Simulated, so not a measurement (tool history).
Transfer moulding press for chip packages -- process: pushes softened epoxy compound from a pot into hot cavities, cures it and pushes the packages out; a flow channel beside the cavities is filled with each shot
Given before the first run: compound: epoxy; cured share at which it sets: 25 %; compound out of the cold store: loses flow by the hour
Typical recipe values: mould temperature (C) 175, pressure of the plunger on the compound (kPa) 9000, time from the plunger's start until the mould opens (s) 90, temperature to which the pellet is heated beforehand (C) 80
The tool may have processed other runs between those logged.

run,hour,mould temperature (C),pressure of the plunger on the compound (kPa),time from the plunger's start until the mould opens (s),temperature to which the pellet is heated beforehand (C),incoming compound's hours out of the cold store,length that the compound runs in the flow channel (mm),greatest force on the pins that push the packages out (N)
1,0,175,9000,90,80,35.7,849,771
2,13.4,175,9000,90,80,31.6,860,795
# hour 27: cavities cleaned with cleaning compound and waxed
3,29,175,9000,97,80,47.3,808,457
4,45.7,175,9000,97,80,11.2,926,597
5,70.2,175,7500,90,80,35.7,766,775
# hour 87.5: cavities cleaned with cleaning compound and waxed
6,93.4,175,7500,90,80,44.5,740,548
7,113.9,173,9000,90,80,46.7,800,799
8,142.8,175,9000,90,80,46.1,793,785
# hour 147.8: cavities cleaned with cleaning compound and waxed
9,165.5,175,10090,90,80,8.9,970,683
10,190.7,175,9000,90,80,47.2,787,760
# hour 208.2: cavities cleaned with cleaning compound and waxed
11,213.8,175,9000,90,78,30.8,830,573
12,235,175,9000,90,78,28.9,833,711
13,255.9,175,9000,90,76,11.4,887,881
# hour 268.4: cavities cleaned with cleaning compound and waxed
# hour 282.1: plunger's sealing rings changed
14,287.9,174,9000,90,76,17.3,926,715
15,313.2,174,9000,90,76,27.2,880,836
# hour 316.8: mould's thermocouples calibrated
# hour 333.3: cavities cleaned with cleaning compound and waxed
16,347.7,175,8940,121,78,19,904,472
17,370.3,175,8940,129,78,27.8,863,560
# hour 392.4: cavities cleaned with cleaning compound and waxed
18,397.7,175,8420,120,78,19.3,866,419
# hour 413.6: mould's thermocouples calibrated, once more
19,429.1,175,8420,120,78,10.9,890,533
# hour 456.1: cavities cleaned with cleaning compound and waxed
20,462.3,176,9000,82,80,42.6,805,593
21,489.4,183,9170,90,86,31.5,824,549
# hour 516.7: cavities cleaned with cleaning compound and waxed
22,522.6,183,8120,119,83,44.3,729,402
23,547,172,9000,104,80,32.1,834,653
# hour 575.9: cavities cleaned with cleaning compound and waxed
24,580.8,175,9000,97,89,13.7,877,499
25,596.4,175,9000,97,89,32,817,578
26,612.1,172,8710,123,81,11.2,875,575
# hour 630.3: plunger's sealing rings changed
# hour 638.9: cavities cleaned with cleaning compound and waxed
27,644.3,172,10590,92,81,30.4,954,624

Pick out some run-to-run changes in length that the compound runs in the flow channel (mm). Of each, how much would a tool without hidden state show as well, from the settings, what came in and chance, and how much is left for the hidden state and any gauge scatter not in both results compared?
Unlogged tool condition in this case: true mould temperature over the reading, C; pressure that reaches the compound, % of what is set; grip of the stained cavities, % over clean ones'; drift of the gauge itself on flow_mm, %; drift of the gauge itself on push_out_n, %.
Run 8 -> 9: pressure of the plunger on the compound (kPa) 9000 -> 10090, cavities cleaned with cleaning compound and waxed. length that the compound runs in the flow channel (mm) +177: hidden state -11, all else +188.
Run 9 -> 10: pressure of the plunger on the compound (kPa) 10090 -> 9000. length that the compound runs in the flow channel (mm) -183: hidden state +4, all else -187.
Run 13 -> 14: mould temperature (C) 175 -> 174, cavities cleaned with cleaning compound and waxed, plunger's sealing rings changed. length that the compound runs in the flow channel (mm) +39: hidden state +50, all else -11.
Run 26 -> 27: pressure of the plunger on the compound (kPa) 8710 -> 10590, time from the plunger's start until the mould opens (s) 123 -> 92, plunger's sealing rings changed, cavities cleaned with cleaning compound and waxed. length that the compound runs in the flow channel (mm) +79: hidden state +58, all else +21.

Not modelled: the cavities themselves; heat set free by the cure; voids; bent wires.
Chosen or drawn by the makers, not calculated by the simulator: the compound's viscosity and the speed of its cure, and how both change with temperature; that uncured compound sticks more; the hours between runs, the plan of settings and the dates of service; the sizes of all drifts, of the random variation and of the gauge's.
